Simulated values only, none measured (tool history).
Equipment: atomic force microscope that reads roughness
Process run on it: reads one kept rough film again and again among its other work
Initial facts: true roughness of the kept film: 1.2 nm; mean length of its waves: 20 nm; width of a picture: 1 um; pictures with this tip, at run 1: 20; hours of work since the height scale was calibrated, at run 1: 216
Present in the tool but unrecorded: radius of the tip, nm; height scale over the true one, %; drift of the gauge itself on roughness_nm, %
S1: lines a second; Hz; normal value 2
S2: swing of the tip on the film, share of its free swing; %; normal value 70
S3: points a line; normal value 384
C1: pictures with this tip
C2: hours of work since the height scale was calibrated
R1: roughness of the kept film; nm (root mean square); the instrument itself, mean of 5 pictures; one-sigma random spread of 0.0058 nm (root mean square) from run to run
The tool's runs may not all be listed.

run   hour  S1  S2   S3   C1   C2     R1
  1      0   2  70  384   20  216  1.029
  2      6   2  77  384   28  220  1.009
  3     12   2  77  283   36  224  0.984
  4     20   2  77  283   47  229  0.971
  5   28.6   2  77  283   59  235  0.976
  6   39.4   2  77  283   74  242  0.968
  7   46.1   2  77  283   84  247  0.961
  8   57.6   2  70  384  100  254  0.986
  9   63.7   2  70  384  108  258  0.981
 10   74.8   2  88  384  124  266  0.894
 11   85.3   2  88  384  138  273  0.896
 12   91.7   2  75  553  147  277  0.956
 13  100.3   2  75  553  159  282  0.942
 14    105   2  85  599  166  286  0.894

Run 15 is up next; what results do you expect?
     108.4  -- new tip fitted
 15  113.1   2  75  599   6  291   ?

{"run 15": {"R1": 1.04}}
Had the tool carried no hidden state, the very same run would have given R1 1.049 nm (root mean square).
